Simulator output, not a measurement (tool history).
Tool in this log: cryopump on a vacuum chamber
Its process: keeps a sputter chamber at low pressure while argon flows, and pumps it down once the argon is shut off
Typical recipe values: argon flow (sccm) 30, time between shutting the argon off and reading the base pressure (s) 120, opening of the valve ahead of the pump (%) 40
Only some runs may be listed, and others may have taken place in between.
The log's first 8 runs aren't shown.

run,hour,argon flow (sccm),time between shutting the argon off and reading the base pressure (s),opening of the valve ahead of the pump (%),pressure while argon flows (Pa),pressure after the wait (uPa)
9,121.9,30,120,24,0.1572,2.15
10,138.9,30,120,24,0.1564,2.08
11,155.5,30,120,24,0.158,2.13
12,178,30,93,40,0.0954,2.26
13,197.6,30,93,40,0.0957,2.34
14,207.8,30,93,40,0.0953,2.38
15,222.8,30,93,40,0.0957,2.34
16,237.4,30,93,40,0.0964,2.35
17,256.9,55,93,40,0.1762,2.39
18,270.5,21,23,40,0.0683,4.12

Predict the results of run 19:
19,281.3,21,23,40,?,?

pressure while argon flows (Pa): 0.0678
pressure after the wait (uPa): 4.18
Minus the tool's unlogged condition, the same run would have read pressure while argon flows (Pa) 0.0658, pressure after the wait (uPa) 2.53.

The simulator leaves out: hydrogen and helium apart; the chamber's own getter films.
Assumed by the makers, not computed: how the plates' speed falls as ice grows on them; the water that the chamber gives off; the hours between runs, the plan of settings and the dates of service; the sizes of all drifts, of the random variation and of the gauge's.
